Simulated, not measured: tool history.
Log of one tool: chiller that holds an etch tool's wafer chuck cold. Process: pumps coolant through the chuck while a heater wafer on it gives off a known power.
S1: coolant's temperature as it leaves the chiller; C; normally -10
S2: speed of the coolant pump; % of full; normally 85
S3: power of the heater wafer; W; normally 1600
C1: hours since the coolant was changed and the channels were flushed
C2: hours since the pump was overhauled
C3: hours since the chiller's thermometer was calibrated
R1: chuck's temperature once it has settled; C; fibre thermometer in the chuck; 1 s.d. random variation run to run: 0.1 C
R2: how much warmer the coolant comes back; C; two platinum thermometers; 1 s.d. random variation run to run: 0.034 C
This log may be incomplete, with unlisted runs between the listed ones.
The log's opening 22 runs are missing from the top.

| run | hour | S1 | S2 | S3 | C1 | C2 | C3 | R1 | R2 |
|---|---|---|---|---|---|---|---|---|---|
| 23 | 3377.6 | -4 | 91 | 1570 | 3177 | 9834 | 2235 | 11.4 | 5.60 |
|  | 3395.6 | chiller's thermometer calibrated |
| 24 | 3470.6 | -3 | 98 | 1600 | 3269 | 9926 | 75 | 11.4 | 5.26 |
| 25 | 3561.8 | -11 | 74 | 1600 | 3360 | 10018 | 166 | 7.8 | 7.15 |
| 26 | 3653.3 | -8 | 61 | 806 | 3452 | 10109 | 258 | 3.4 | 4.45 |
| 27 | 3779.1 | -2 | 85 | 1600 | 3578 | 10235 | 383 | 14.5 | 6.18 |
| 28 | 3872.2 | -2 | 85 | 1600 | 3671 | 10328 | 477 | 14.9 | 6.19 |
| 29 | 4073.1 | -7 | 79 | 1386 | 3872 | 10529 | 677 | 8.8 | 5.81 |
| 30 | 4282.7 | -7 | 79 | 1386 | 4081 | 10739 | 887 | 8.9 | 5.86 |
| 31 | 4498.1 | -1 | 79 | 1386 | 4297 | 10954 | 1102 | 14.9 | 5.85 |
| 32 | 4699.6 | -13 | 72 | 1375 | 4498 | 11155 | 1304 | 4.3 | 6.42 |
| 33 | 4886.1 | -15 | 63 | 969 | 4685 | 11342 | 1490 | -1.2 | 5.23 |

3 options for the next run, each taken on its own from the tool as it stands now. Forecast them:
| A | 5080.0 | 0 | 80 | 1343 | 4879 | 11536 | 1684 | ? | ? |
| B | 5080.0 | -9 | 85 | 1600 | 4879 | 11536 | 1684 | ? | ? |
| C | 5080.0 | -16 | 85 | 861 | 4879 | 11536 | 1684 | ? | ? |

| run | R1 | R2 |
|---|---|---|
| A | 15.3 | 5.62 |
| B | 8.4 | 6.23 |
| C | -6.6 | 3.41 |
Had the tool no hidden state, the same runs would have come out as:
| run | R1 | R2 |
|---|---|---|
| A | 12.4 | 4.83 |
| B | 5.2 | 5.36 |
| C | -8.5 | 2.94 |

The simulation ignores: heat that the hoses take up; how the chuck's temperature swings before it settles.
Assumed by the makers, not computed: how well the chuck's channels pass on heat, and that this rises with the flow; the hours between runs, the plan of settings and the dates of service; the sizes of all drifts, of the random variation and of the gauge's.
